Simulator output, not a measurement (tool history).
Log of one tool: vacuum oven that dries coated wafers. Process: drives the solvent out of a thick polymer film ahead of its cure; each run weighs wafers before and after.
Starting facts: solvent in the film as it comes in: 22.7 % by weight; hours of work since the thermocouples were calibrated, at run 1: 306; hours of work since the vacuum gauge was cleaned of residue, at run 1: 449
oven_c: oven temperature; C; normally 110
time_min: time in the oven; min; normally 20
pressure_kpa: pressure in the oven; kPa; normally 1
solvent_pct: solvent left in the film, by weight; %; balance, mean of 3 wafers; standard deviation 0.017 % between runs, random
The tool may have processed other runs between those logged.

run    hour  oven_c  time_min  pressure_kpa  hours of work since the thermocouples were calibrated  hours of work since the vacuum gauge was cleaned of residue  solvent_pct
  1       0     110        20             1                                                    306                                                          449         1.81
  2    95.5     110        20             1                                                    361                                                          505         1.83
  3   181.8     110        20             1                                                    412                                                          555         1.86
  4   293.2     110        20             1                                                    477                                                          621         1.83
  5   399.2     110        20          2.98                                                    539                                                          682         2.81
  6   506.5     110        20          2.98                                                    601                                                          745         2.86
  7   578.6     110        11             1                                                    643                                                          787         4.78
  8   651.4     110        19             1                                                    686                                                          830         2.05
  9   741.6     117        20             1                                                    739                                                          882         1.02
 10   824.7     117        20             1                                                    787                                                          931            1
 11   921.5     117        20             1                                                    844                                                          987         1.02
 12  1012.4     117        20             1                                                    897                                                         1040         1.02
 13  1095.9     110        16             1                                                    945                                                         1089         2.83
 14  1177.3     110        19             1                                                    993                                                         1137         2.16
 15  1278.8     110        20             1                                                   1052                                                         1196            2
 16  1364.1     110        20             1                                                   1102                                                         1246         1.97
     1446.5  -- oven's thermocouples calibrated
 17  1450.1     110        20             1                                                      2                                                         1295         1.79
 18  1504.7     110        20             1                                                     34                                                         1327         1.78
 19  1606.9     110        20             1                                                     94                                                         1386         1.77
 20  1692.4      97        13             1                                                    144                                                         1436         7.44
 21  1805.5     110        26          0.76                                                    210                                                         1502         1.04
 22    1926     107        11          3.42                                                    280                                                         1572         6.55

Run 23, settings as shown, results not yet in. Your forecast:
 23  2029.1     110        30             1                                                    340                                                         1633            ?

solvent_pct: 0.97 %
Minus the tool's unlogged condition, the same run would have read solvent_pct 0.81 %.
